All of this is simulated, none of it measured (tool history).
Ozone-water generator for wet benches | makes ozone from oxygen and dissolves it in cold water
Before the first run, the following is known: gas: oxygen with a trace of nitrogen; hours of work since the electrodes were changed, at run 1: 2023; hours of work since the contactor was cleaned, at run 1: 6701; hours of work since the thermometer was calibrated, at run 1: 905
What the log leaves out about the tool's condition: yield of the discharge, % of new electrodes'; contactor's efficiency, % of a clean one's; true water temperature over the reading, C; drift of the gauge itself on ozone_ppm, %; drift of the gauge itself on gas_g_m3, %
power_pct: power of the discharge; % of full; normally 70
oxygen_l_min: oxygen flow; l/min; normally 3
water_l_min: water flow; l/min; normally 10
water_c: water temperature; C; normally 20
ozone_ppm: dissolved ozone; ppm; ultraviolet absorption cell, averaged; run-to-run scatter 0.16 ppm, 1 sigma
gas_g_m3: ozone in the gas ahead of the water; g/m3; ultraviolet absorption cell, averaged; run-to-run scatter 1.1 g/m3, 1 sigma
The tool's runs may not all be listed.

run	hour	power_pct	oxygen_l_min	water_l_min	water_c	hours of work since the electrodes were changed	hours of work since the contactor was cleaned	hours of work since the thermometer was calibrated	ozone_ppm	gas_g_m3
1	0	70	3	10	20	2023	6701	905	19.8	198.8
2	82.6	70	3	10	20	2101	6780	984	19.8	201.2
3	125.4	70	3	10	20	2142	6821	1025	19.8	199.8
4	178.4	87	3	10	20	2193	6871	1075	22	221.2
# hour 188.9: contactor cleaned
5	249.1	87	3	10	20	2256	57	1139	22.3	221
6	322.3	70	1.77	10	20	2326	127	1208	18.2	249.3
7	362.2	70	1.77	10	20	2364	165	1246	18.5	249.4
8	429.1	70	1.77	10	20	2428	229	1310	18.7	249.9
9	486.9	70	1.77	10	20	2483	284	1365	18.5	247.3
10	543.8	70	1.77	10	20	2537	338	1419	18.5	250.3
11	604.5	70	1.77	10	20	2595	396	1477	18.8	248.7
12	676.2	70	2.91	10	20	2663	464	1545	19.9	200.7
13	711.8	70	2.91	10	20	2697	498	1579	19.5	199.5
14	770.3	70	2.91	10	20	2753	554	1635	19.9	201.1
15	845.7	70	2.91	10	20	2825	626	1707	19.9	198
16	904.1	70	2.91	10	20	2880	681	1762	19.7	198.9
17	940.7	70	3.69	7	12	2915	716	1797	30.5	179.8
18	1014.4	70	3.69	7	12	2985	786	1867	30.1	181.4
19	1066.8	45	3.9	7	12	3035	836	1917	23.8	139.3
20	1108.4	45	3.9	7	12	3075	876	1957	24	139.3
21	1189.9	60	3.9	7	20	3153	954	2035	23.8	161.9
22	1263.5	40	3	10	20	3223	1024	2105	14.7	148
23	1336.5	40	3	14	18	3292	1093	2174	11.2	146.7
24	1381.4	40	3.62	9	18	3335	1136	2217	16.9	134.6
25	1448.3	93	3.62	9	22	3399	1200	2281	23.9	207.6
26	1514.4	82	3	10	20	3462	1263	2344	21.4	211.5
27	1591.4	82	3	10	20	3535	1336	2417	21.5	213.1
28	1657	98	2.28	10	20	3597	1398	2480	22.9	261.2
29	1706.2	98	2.28	10	20	3644	1445	2527	22.8	264.3
30	1746.8	70	3	7	19	3683	1484	2565	26.6	193.8
31	1815.7	44	5.29	6	25	3749	1550	2631	18.6	119.9
32	1859.6	89	4.18	10	27	3790	1591	2673	19.9	189.4

Below, some changes in gas_g_m3 between adjacent runs. For each, the amount present without the hidden state too (settings, incoming material, random variation) and the amount remaining for the hidden state with gauge scatter not shared by both compared results:
Run 24 -> 25: power_pct 40 -> 93, water_c 18 -> 22. gas_g_m3 +73 g/m3: hidden state -1.7, all else +74.7.
Run 29 -> 30: power_pct 98 -> 70, oxygen_l_min 2.28 -> 3, water_l_min 10 -> 7, water_c 20 -> 19. gas_g_m3 -70.5 g/m3: hidden state +1.6, all else -72.1.
Run 30 -> 31: power_pct 70 -> 44, oxygen_l_min 3 -> 5.29, water_l_min 7 -> 6, water_c 19 -> 25. gas_g_m3 -73.9 g/m3: hidden state +1.7, all else -75.6.
Run 31 -> 32: power_pct 44 -> 89, oxygen_l_min 5.29 -> 4.18, water_l_min 6 -> 10, water_c 25 -> 27. gas_g_m3 +69.5 g/m3: hidden state -1.9, all else +71.4.
